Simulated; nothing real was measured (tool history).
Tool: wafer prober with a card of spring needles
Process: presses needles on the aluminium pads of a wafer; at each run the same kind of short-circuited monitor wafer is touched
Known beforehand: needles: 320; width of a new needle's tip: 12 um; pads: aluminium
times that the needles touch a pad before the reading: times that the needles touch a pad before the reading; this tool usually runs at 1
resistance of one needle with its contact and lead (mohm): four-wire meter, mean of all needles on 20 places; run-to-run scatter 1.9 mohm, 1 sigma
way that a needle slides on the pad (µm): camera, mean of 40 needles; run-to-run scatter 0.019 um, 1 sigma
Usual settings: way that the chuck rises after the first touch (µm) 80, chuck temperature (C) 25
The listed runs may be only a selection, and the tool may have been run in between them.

| run | hour | way that the chuck rises after the first touch (µm) | chuck temperature (C) | times that the needles touch a pad before the reading | resistance of one needle with its contact and lead (mohm) | way that a needle slides on the pad (µm) |
|---|---|---|---|---|---|---|
| 1 | 0 | 80 | 25 | 1 | 206 | 18.83 |
|  | 13.5 | tips cleaned on abrasive film |
|  | 35.3 | tips cleaned on abrasive film |
|  | 53.3 | tips cleaned on abrasive film |
| 2 | 57.2 | 80 | 25 | 1 | 207 | 18.82 |
|  | 75.2 | tips cleaned on abrasive film |
|  | 93.1 | tips cleaned on abrasive film |
|  | 115.6 | tips cleaned on abrasive film |
| 3 | 131.5 | 80 | 25 | 1 | 204 | 18.78 |
|  | 136.1 | tips cleaned on abrasive film |
|  | 157.4 | tips cleaned on abrasive film |
|  | 179.2 | tips cleaned on abrasive film |
|  | 200.9 | tips cleaned on abrasive film |
| 4 | 218.6 | 80 | 25 | 1 | 202 | 18.79 |
|  | 222.6 | tips cleaned on abrasive film |
|  | 244.4 | tips cleaned on abrasive film |
|  | 249.2 | height of the first contact set anew |
|  | 266.3 | tips cleaned on abrasive film |
|  | 288.7 | tips cleaned on abrasive film |
| 5 | 296.1 | 80 | 25 | 1 | 206 | 18.84 |
|  | 309.6 | tips cleaned on abrasive film |
|  | 331.2 | tips cleaned on abrasive film |
|  | 349.1 | tips cleaned on abrasive film |
| 6 | 351.3 | 80 | 25 | 1 | 204 | 18.8 |
|  | 369.3 | tips cleaned on abrasive film |
|  | 390.9 | tips cleaned on abrasive film |
| 7 | 403.2 | 80 | 25 | 1 | 205 | 18.8 |
|  | 412.2 | tips cleaned on abrasive film |
|  | 433.9 | tips cleaned on abrasive film |
| 8 | 443.3 | 80 | 25 | 1 | 204 | 18.8 |
|  | 452.4 | tips cleaned on abrasive film |
|  | 474.8 | tips cleaned on abrasive film |
|  | 497.2 | tips cleaned on abrasive film |
| 9 | 501.7 | 80 | 25 | 1 | 206 | 18.81 |
|  | 518.9 | tips cleaned on abrasive film |
|  | 540.1 | tips cleaned on abrasive film |
|  | 562.1 | tips cleaned on abrasive film |
| 10 | 575.6 | 80 | 25 | 2 | 206 | 18.77 |
|  | 580.1 | tips cleaned on abrasive film |
|  | 602.6 | tips cleaned on abrasive film |
|  | 624.2 | tips cleaned on abrasive film |
|  | 645.2 | tips cleaned on abrasive film |
| 11 | 645.2 | 80 | 25 | 1 | 205 | 18.8 |
|  | 667.7 | tips cleaned on abrasive film |
|  | 690.1 | tips cleaned on abrasive film |
| 12 | 702.8 | 80 | 25 | 1 | 206 | 18.79 |
|  | 711.8 | tips cleaned on abrasive film |
|  | 729.8 | tips cleaned on abrasive film |
|  | 752.2 | tips cleaned on abrasive film |
|  | 774.5 | tips cleaned on abrasive film |
| 13 | 782.2 | 80 | 25 | 1 | 206 | 18.8 |
|  | 795.1 | tips cleaned on abrasive film |
|  | 817.5 | tips cleaned on abrasive film |
| 14 | 824.2 | 80 | 25 | 1 | 206 | 18.81 |
|  | 828.9 | height of the first contact set anew |
|  | 838 | tips cleaned on abrasive film |
|  | 855.9 | tips cleaned on abrasive film |
|  | 877.5 | tips cleaned on abrasive film |
|  | 895.4 | tips cleaned on abrasive film |
|  | 914 | tips cleaned on abrasive film |
| 15 | 914 | 80 | 25 | 1 | 206 | 18.79 |
|  | 936.5 | tips cleaned on abrasive film |
|  | 958.7 | tips cleaned on abrasive film |
| 16 | 967.1 | 100 | 76 | 1 | 219 | 23.56 |
|  | 979.8 | tips cleaned on abrasive film |
|  | 1001.6 | tips cleaned on abrasive film |
|  | 1023.4 | tips cleaned on abrasive film |
|  | 1041.4 | tips cleaned on abrasive film |
| 17 | 1054.9 | 69 | 77 | 1 | 220 | 16.22 |
|  | 1063.5 | tips cleaned on abrasive film |
|  | 1085.1 | tips cleaned on abrasive film |
|  | 1103.1 | tips cleaned on abrasive film |
| 18 | 1112 | 69 | 77 | 1 | 216 | 16.21 |
|  | 1125.5 | tips cleaned on abrasive film |
|  | 1147.1 | tips cleaned on abrasive film |
| 19 | 1163 | 73 | 45 | 1 | 212 | 17.18 |
|  | 1167.5 | tips cleaned on abrasive film |
|  | 1188.8 | tips cleaned on abrasive film |
|  | 1210.8 | tips cleaned on abrasive film |
| 20 | 1210.8 | 73 | 45 | 1 | 211 | 17.16 |
|  | 1228.8 | tips cleaned on abrasive film |
|  | 1250.9 | tips cleaned on abrasive film |
| 21 | 1256.8 | 86 | 53 | 1 | 211 | 20.22 |
|  | 1272.8 | tips cleaned on abrasive film |
|  | 1292.9 | tips cleaned on abrasive film |
|  | 1313.7 | tips cleaned on abrasive film |
| 22 | 1317 | 80 | 98 | 2 | 224 | 18.84 |
|  | 1334.4 | tips cleaned on abrasive film |
|  | 1356.7 | tips cleaned on abrasive film |
|  | 1378.3 | tips cleaned on abrasive film |
| 23 | 1388 | 80 | 98 | 2 | 217 | 18.81 |
|  | 1397 | tips cleaned on abrasive film |
|  | 1410.7 | height of the first contact set anew |
|  | 1419.7 | tips cleaned on abrasive film |
|  | 1441.8 | tips cleaned on abrasive film |
|  | 1462.9 | tips cleaned on abrasive film |
| 24 | 1477.4 | 80 | 83 | 2 | 225 | 18.82 |
|  | 1481.1 | tips cleaned on abrasive film |
|  | 1503.2 | tips cleaned on abrasive film |
|  | 1525.7 | tips cleaned on abrasive film |
| 25 | 1533.4 | 83 | 94 | 2 | 224 | 19.54 |
|  | 1546.2 | tips cleaned on abrasive film |
|  | 1564.2 | tips cleaned on abrasive film |
|  | 1582.1 | tips cleaned on abrasive film |
| 26 | 1593.9 | 83 | 94 | 2 | 222 | 19.51 |
|  | 1603 | tips cleaned on abrasive film |
|  | 1625.2 | tips cleaned on abrasive film |
| 27 | 1638.1 | 64 | 28 | 1 | 208 | 15.06 |

Consider 4 possible next runs. They are alternatives, not a sequence: every one starts from the tool as it was left by run 27. What does each give?
|  | 1646.4 | tips cleaned on abrasive film |
|  | 1664.4 | tips cleaned on abrasive film |
|  | 1682.8 | tips cleaned on abrasive film |
| A | 1682.8 | 68 | 93 | 2 | ? | ? |
|  | 1646.4 | tips cleaned on abrasive film |
|  | 1664.4 | tips cleaned on abrasive film |
|  | 1682.8 | tips cleaned on abrasive film |
| B | 1682.8 | 64 | 36 | 1 | ? | ? |
|  | 1646.4 | tips cleaned on abrasive film |
|  | 1664.4 | tips cleaned on abrasive film |
|  | 1682.8 | tips cleaned on abrasive film |
| C | 1682.8 | 80 | 25 | 2 | ? | ? |
|  | 1646.4 | tips cleaned on abrasive film |
|  | 1664.4 | tips cleaned on abrasive film |
|  | 1682.8 | tips cleaned on abrasive film |
| D | 1682.8 | 70 | 47 | 1 | ? | ? |

| run | resistance of one needle with its contact and lead (mohm) | way that a needle slides on the pad (µm) |
|---|---|---|
| A | 222 | 16 |
| B | 206 | 15.04 |
| C | 204 | 18.79 |
| D | 211 | 16.42 |
With no hidden state in the tool, these same runs would have given:
| run | resistance of one needle with its contact and lead (mohm) | way that a needle slides on the pad (µm) |
|---|---|---|
| A | 222 | 16 |
| B | 206 | 15.05 |
| C | 204 | 18.8 |
| D | 211 | 16.42 |

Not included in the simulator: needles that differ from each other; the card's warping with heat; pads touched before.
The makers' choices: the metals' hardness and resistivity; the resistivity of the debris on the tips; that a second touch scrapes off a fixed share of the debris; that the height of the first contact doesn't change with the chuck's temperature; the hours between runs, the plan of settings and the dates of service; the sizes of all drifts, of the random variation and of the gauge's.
